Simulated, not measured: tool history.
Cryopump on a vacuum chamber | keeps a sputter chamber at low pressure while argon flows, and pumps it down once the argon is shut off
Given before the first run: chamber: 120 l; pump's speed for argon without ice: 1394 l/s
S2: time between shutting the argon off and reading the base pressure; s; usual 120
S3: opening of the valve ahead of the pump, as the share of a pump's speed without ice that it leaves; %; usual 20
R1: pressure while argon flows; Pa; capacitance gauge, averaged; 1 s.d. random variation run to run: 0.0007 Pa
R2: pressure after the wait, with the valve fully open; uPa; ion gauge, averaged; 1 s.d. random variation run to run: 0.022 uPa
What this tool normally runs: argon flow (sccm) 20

Run 1, day 0: usual settings. Result: R1 0.1296 Pa, R2 1.67 uPa.
Run 2, day 3.9: usual settings. Result: R1 0.1331 Pa, R2 1.81 uPa.
At day 7.608: pump warmed up, emptied and cooled again.
Run 3, day 9.025: usual settings. Result: R1 0.1222 Pa, R2 1.47 uPa.
Run 4, day 13.204: usual settings. Result: R1 0.1226 Pa, R2 1.46 uPa.
Run 5, day 17.271: usual settings. Result: R1 0.1258 Pa, R2 1.61 uPa.
Run 6, day 22.004: usual settings but S3 58 %. Result: R1 0.0474 Pa, R2 1.7 uPa.
Run 7, day 24.304: usual settings but S3 58 %. Result: R1 0.0475 Pa, R2 1.78 uPa.
Run 8, day 27.079: usual settings but S2 72 s, S3 58 %. Result: R1 0.048 Pa, R2 2.19 uPa.
Run 9, day 30.683: usual settings but S2 72 s, S3 58 %. Result: R1 0.0497 Pa, R2 2.26 uPa.
Run 10, day 34.804: usual settings but S2 72 s, S3 58 %. Result: R1 0.0512 Pa, R2 2.38 uPa.
Run 11, day 39.896: usual settings but S2 72 s, S3 58 %. Result: R1 0.0548 Pa, R2 2.6 uPa.
At day 42.917: pump warmed up, emptied and cooled again.
At day 44.329: leaking fittings of the chamber tightened, without venting.
Run 12, day 44.496: usual settings. Result: R1 0.1219 Pa, R2 0.71 uPa.
Run 13, day 49.704: usual settings. Result: R1 0.1248 Pa, R2 0.77 uPa.
Run 14, day 54.433: usual settings. Result: R1 0.1265 Pa, R2 0.85 uPa.
Run 15, day 58.054: usual settings. Result: R1 0.1266 Pa, R2 0.88 uPa.
Run 16, day 62.8: usual settings but S2 37 s. Result: R1 0.1281 Pa, R2 1.95 uPa.
Run 17, day 65.717: usual settings but S2 37 s. Result: R1 0.1285 Pa, R2 2.04 uPa.
Run 18, day 68.454: usual settings but S2 31 s. Result: R1 0.1296 Pa, R2 2.33 uPa.
Run 19, day 71.496: usual settings but S2 31 s. Result: R1 0.1328 Pa, R2 2.47 uPa.
Run 20, day 74.233: usual settings but argon flow (sccm) 15, S2 25 s, S3 19 %. Result: R1 0.1051 Pa, R2 2.86 uPa.
Run 21, day 77.108: usual settings but argon flow (sccm) 15, S2 25 s, S3 19 %. Result: R1 0.106 Pa, R2 2.92 uPa.
At day 78.429: pump warmed up, emptied and cooled again.
Run 22, day 80.867: usual settings but argon flow (sccm) 15, S2 25 s, S3 19 %. Result: R1 0.0967 Pa, R2 2.85 uPa.
Run 23, day 85.617: usual settings but argon flow (sccm) 15, S2 25 s, S3 19 %. Result: R1 0.0975 Pa, R2 2.86 uPa.
Run 24, day 90.733: usual settings but argon flow (sccm) 13, S2 50 s, S3 18 %. Result: R1 0.0909 Pa, R2 1.77 uPa.
Run 25, day 93.633: usual settings but argon flow (sccm) 13, S2 50 s, S3 18 %. Result: R1 0.0921 Pa, R2 1.92 uPa.
Run 26, day 95.854: usual settings but S3 31 %. Result: R1 0.084 Pa, R2 1.36 uPa.
Run 27, day 99.112: usual settings but S2 83 s, S3 21 %. Result: R1 0.1221 Pa, R2 1.55 uPa.
Run 28, day 102.817: usual settings but S2 83 s, S3 21 %. Result: R1 0.1244 Pa, R2 1.67 uPa.
Run 29, day 108.1: usual settings but argon flow (sccm) 15, S3 22 %. Result: R1 0.091 Pa, R2 1.64 uPa.
Run 30, day 112.725: usual settings but argon flow (sccm) 29, S2 53 s, S3 22 %. Result: R1 0.1818 Pa, R2 2.32 uPa.
At day 113.75: pump warmed up, emptied and cooled again.
Run 31, day 117.429: usual settings but argon flow (sccm) 27, S2 157 s, S3 39 %. Result: R1 0.0867 Pa, R2 1.31 uPa.
Run 32, day 121.858: usual settings but argon flow (sccm) 17, S3 50 %. Result: R1 0.0448 Pa, R2 1.53 uPa.
Run 33, day 125.596: usual settings but argon flow (sccm) 17, S3 46 %. Result: R1 0.0488 Pa, R2 1.59 uPa.
Run 34, day 130.625: usual settings but argon flow (sccm) 17, S3 46 %. Result: R1 0.0502 Pa, R2 1.71 uPa.

Below, some changes in R1 between adjacent runs. For each, the amount present without the hidden state too (settings, incoming material, random variation) and the amount remaining for the hidden state with gauge scatter not shared by both compared results:
Hidden state present: pump's speed, % of a pump's without ice; cold plate's temperature, K; leak into the chamber, uPa l/s; drift of the gauge itself on working_pa, %; drift of the gauge itself on base_upa, %.
Run 2 -> 3: pump warmed up, emptied and cooled again. R1 -0.0109 Pa: hidden state -0.0111, all else +0.0002.
Run 5 -> 6: S3 20 -> 58. R1 -0.0784 Pa: hidden state +0.0016, all else -0.08.
Run 29 -> 30: argon flow (sccm) 15 -> 29, S2 120 -> 53. R1 +0.0908 Pa: hidden state +0.0116, all else +0.0792.
Run 30 -> 31: argon flow (sccm) 29 -> 27, S2 53 -> 157, S3 22 -> 39, pump warmed up, emptied and cooled again. R1 -0.0951 Pa: hidden state -0.0172, all else -0.0779.
